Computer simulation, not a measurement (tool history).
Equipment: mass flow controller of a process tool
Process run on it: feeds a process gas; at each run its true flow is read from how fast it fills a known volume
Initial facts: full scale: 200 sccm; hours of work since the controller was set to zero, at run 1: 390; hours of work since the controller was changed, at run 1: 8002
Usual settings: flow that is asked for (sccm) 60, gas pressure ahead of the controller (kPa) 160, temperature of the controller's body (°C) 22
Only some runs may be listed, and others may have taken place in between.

| run | hour | flow that is asked for (sccm) | gas pressure ahead of the controller (kPa) | temperature of the controller's body (°C) | hours of work since the controller was set to zero | hours of work since the controller was changed | true flow (%) |
|---|---|---|---|---|---|---|---|
| 1 | 0 | 60 | 160 | 22 | 390 | 8002 | 99.33 |
| 2 | 178.5 | 60 | 160 | 22 | 519 | 8131 | 99.47 |
| 3 | 400.8 | 60 | 160 | 22 | 679 | 8292 | 99.57 |
| 4 | 797.9 | 60 | 208 | 22 | 966 | 8578 | 100.11 |
| 5 | 989.1 | 60 | 208 | 22 | 1104 | 8716 | 100.17 |
| 6 | 1323.7 | 60 | 160 | 22 | 1346 | 8958 | 100.13 |
| 7 | 1598.8 | 60 | 160 | 22 | 1545 | 9157 | 100.32 |
| 8 | 1763.5 | 60 | 160 | 22 | 1663 | 9276 | 100.42 |
| 9 | 2112.5 | 48 | 144 | 39 | 1916 | 9528 | 102.23 |
|  | 2129.6 | controller's zero set anew |
|  | 2254.1 | controller exchanged for a calibrated one |
| 10 | 2483.5 | 114 | 197 | 22 | 166 | 166 | 98.43 |
| 11 | 2668.9 | 185 | 234 | 22 | 300 | 300 | 99.74 |
| 12 | 2922.3 | 155 | 206 | 22 | 483 | 483 | 99.17 |
| 13 | 3103.5 | 29 | 237 | 22 | 613 | 613 | 98.18 |
| 14 | 3452.4 | 61 | 160 | 21 | 865 | 865 | 97.96 |
| 15 | 3818.8 | 165 | 211 | 26 | 1130 | 1130 | 100.22 |
| 16 | 4165.1 | 165 | 211 | 26 | 1380 | 1380 | 100.34 |

How would selected steps in true flow (%) from run to run divide? Give the signed amount a tool lacking its hidden state would still show from settings, what came in and random variation, and the signed amount left for the hidden state, including any gauge scatter that is not in both of the compared results.
Hidden state present: flow at rest that the sensor doesn't see, % of full scale; true flow over the shown one, %; drift of the gauge itself on true_pct, %.
Run 9 -> 10: flow that is asked for (sccm) 48 -> 114, gas pressure ahead of the controller (kPa) 144 -> 197, temperature of the controller's body (°C) 39 -> 22, controller's zero set anew, controller exchanged for a calibrated one. true flow (%) -3.8: hidden state -3.53, all else -0.27.
